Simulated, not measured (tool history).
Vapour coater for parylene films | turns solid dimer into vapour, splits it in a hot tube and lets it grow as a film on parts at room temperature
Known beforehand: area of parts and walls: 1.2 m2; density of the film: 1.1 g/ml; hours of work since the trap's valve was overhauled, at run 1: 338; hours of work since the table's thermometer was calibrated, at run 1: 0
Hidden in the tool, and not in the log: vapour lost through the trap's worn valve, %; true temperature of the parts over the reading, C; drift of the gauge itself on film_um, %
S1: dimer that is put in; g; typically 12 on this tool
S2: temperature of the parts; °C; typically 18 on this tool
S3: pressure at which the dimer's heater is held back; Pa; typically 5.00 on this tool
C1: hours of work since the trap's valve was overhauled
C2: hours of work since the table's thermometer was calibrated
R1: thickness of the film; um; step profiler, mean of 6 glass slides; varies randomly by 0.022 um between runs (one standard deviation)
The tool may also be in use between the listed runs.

run	hour	S1	S2	S3	C1	C2	R1
1	0.0	12	18	5.00	338	0	3.93
2	57.3	7	18	5.00	377	39	2.27
3	114.7	7	18	5.00	416	78	2.28
4	181.4	12	18	5.00	462	124	3.84
5	219.6	12	18	2.46	488	150	4.39
# hour 261.9: trap's valve overhauled
6	289.3	12	18	2.46	19	195	4.80
7	348.7	12	18	2.46	59	235	4.77
8	402.6	12	18	2.46	96	272	4.76
9	477.0	12	18	4.47	147	323	4.20
10	510.7	12	18	4.47	170	346	4.19
11	578.1	9	17	4.47	216	391	3.15
12	637.2	9	17	4.47	256	432	3.16
13	707.7	15	29	7.04	304	480	3.85
14	746.4	15	15	5.16	330	506	5.17
15	820.5	5	24	2.15	381	557	1.72
16	876.2	6	18	5.00	419	595	1.95
17	946.2	6	18	5.00	467	642	1.94
# hour 1014.7: trap's valve overhauled
18	1019.4	17	28	2.82	3	690	5.65
19	1082.5	17	28	2.82	46	733	5.52

What if the next run were any one of these 4? Each begins from the tool's condition after run 19:
A	1146.4	8	11	2.82	90	776	?
B	1146.4	17	28	3.56	90	776	?
C	1146.4	12	18	10.70	90	776	?
D	1146.4	17	28	4.82	90	776	?

run	R1
A	3.54
B	5.31
C	3.62
D	5.01
What these runs would have given with no unlogged condition in the tool:
run	R1
A	3.56
B	5.33
C	3.63
D	5.03
